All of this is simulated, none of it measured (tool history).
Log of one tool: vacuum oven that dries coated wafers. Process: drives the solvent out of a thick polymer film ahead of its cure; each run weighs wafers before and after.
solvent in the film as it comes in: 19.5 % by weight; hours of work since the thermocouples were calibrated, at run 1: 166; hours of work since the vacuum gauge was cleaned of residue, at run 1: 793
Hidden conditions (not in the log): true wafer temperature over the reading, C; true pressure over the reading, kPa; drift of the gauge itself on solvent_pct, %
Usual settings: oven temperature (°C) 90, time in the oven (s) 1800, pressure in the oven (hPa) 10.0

| run | hour | oven temperature (°C) | time in the oven (s) | pressure in the oven (hPa) | hours of work since the thermocouples were calibrated | hours of work since the vacuum gauge was cleaned of residue | solvent left in the film (%) |
|---|---|---|---|---|---|---|---|
| 1 | 0.0 | 90 | 1800 | 10.0 | 166 | 793 | 1.89 |
| 2 | 56.9 | 90 | 1800 | 10.0 | 190 | 817 | 1.85 |
| 3 | 150.8 | 90 | 1800 | 10.0 | 229 | 856 | 1.88 |
| 4 | 230.3 | 90 | 1800 | 10.0 | 263 | 890 | 1.85 |
| 5 | 330.4 | 104 | 1800 | 10.0 | 305 | 932 | 0.63 |
| 6 | 376.2 | 104 | 1800 | 20.0 | 324 | 951 | 1.02 |
| 7 | 474.8 | 98 | 1800 | 10.0 | 366 | 993 | 0.88 |
| 8 | 550.9 | 90 | 2280 | 10.0 | 398 | 1025 | 1.51 |
| 9 | 624.8 | 90 | 2280 | 10.0 | 429 | 1056 | 1.33 |
| 10 | 674.4 | 102 | 1800 | 10.0 | 450 | 1077 | 0.82 |
| 11 | 725.9 | 102 | 1800 | 10.0 | 472 | 1098 | 0.63 |
| 12 | 770.0 | 102 | 1800 | 10.0 | 490 | 1117 | 0.74 |
| 13 | 812.5 | 90 | 1800 | 10.0 | 508 | 1135 | 1.91 |
| 14 | 911.1 | 90 | 1800 | 6.8 | 550 | 1176 | 1.67 |
| 15 | 958.9 | 90 | 1800 | 21.3 | 570 | 1197 | 2.74 |
| 16 | 1052.4 | 90 | 1800 | 21.3 | 609 | 1236 | 2.72 |
| 17 | 1098.3 | 87 | 1800 | 10.0 | 628 | 1255 | 2.54 |
| 18 | 1163.4 | 90 | 2340 | 33.9 | 656 | 1283 | 2.88 |
| 19 | 1229.7 | 81 | 2880 | 9.0 | 684 | 1311 | 2.37 |
| 20 | 1293.2 | 82 | 2940 | 10.0 | 711 | 1337 | 2.20 |
|  | 1299.6 | oven's thermocouples calibrated |
| 21 | 1387.1 | 100 | 1800 | 30.5 | 37 | 1376 | 1.73 |
| 22 | 1480.0 | 101 | 2880 | 30.5 | 76 | 1415 | 1.69 |
| 23 | 1542.0 | 79 | 2880 | 14.0 | 102 | 1441 | 3.19 |
| 24 | 1615.5 | 90 | 2160 | 6.2 | 133 | 1472 | 1.29 |
| 25 | 1678.5 | 90 | 2160 | 6.2 | 160 | 1499 | 1.35 |
| 26 | 1722.3 | 99 | 2160 | 6.2 | 178 | 1517 | 0.61 |
|  | 1731.5 | oven's thermocouples calibrated, once more |
| 27 | 1807.2 | 79 | 2880 | 14.9 | 32 | 1552 | 3.52 |
| 28 | 1863.1 | 92 | 1140 | 9.4 | 55 | 1576 | 3.04 |
| 29 | 1928.3 | 90 | 1920 | 10.0 | 83 | 1603 | 1.94 |
| 30 | 2005.8 | 90 | 1920 | 10.0 | 116 | 1636 | 1.83 |
| 31 | 2070.5 | 85 | 1920 | 5.4 | 143 | 1663 | 2.60 |
| 32 | 2138.1 | 85 | 1920 | 5.4 | 171 | 1692 | 2.60 |
| 33 | 2182.5 | 90 | 1380 | 25.7 | 190 | 1710 | 3.76 |
| 34 | 2231.9 | 90 | 1620 | 10.0 | 211 | 1731 | 2.29 |

Below, some changes in solvent left in the film (%) between adjacent runs. For each, the amount present without the hidden state too (settings, incoming material, random variation) and the amount remaining for the hidden state with gauge scatter not shared by both compared results:
Run 22 -> 23: oven temperature (°C) 101 -> 79, pressure in the oven (hPa) 30.5 -> 14.0. solvent left in the film (%) +1.50: hidden state +0.26, all else +1.24.
Run 23 -> 24: oven temperature (°C) 79 -> 90, time in the oven (s) 2880 -> 2160, pressure in the oven (hPa) 14.0 -> 6.2. solvent left in the film (%) -1.90: hidden state -0.15, all else -1.75.
Run 26 -> 27: oven temperature (°C) 99 -> 79, time in the oven (s) 2160 -> 2880, pressure in the oven (hPa) 6.2 -> 14.9, oven's thermocouples calibrated, once more. solvent left in the film (%) +2.91: hidden state +0.35, all else +2.56.
Run 27 -> 28: oven temperature (°C) 79 -> 92, time in the oven (s) 2880 -> 1140, pressure in the oven (hPa) 14.9 -> 9.4. solvent left in the film (%) -0.48: hidden state -0.25, all else -0.23.
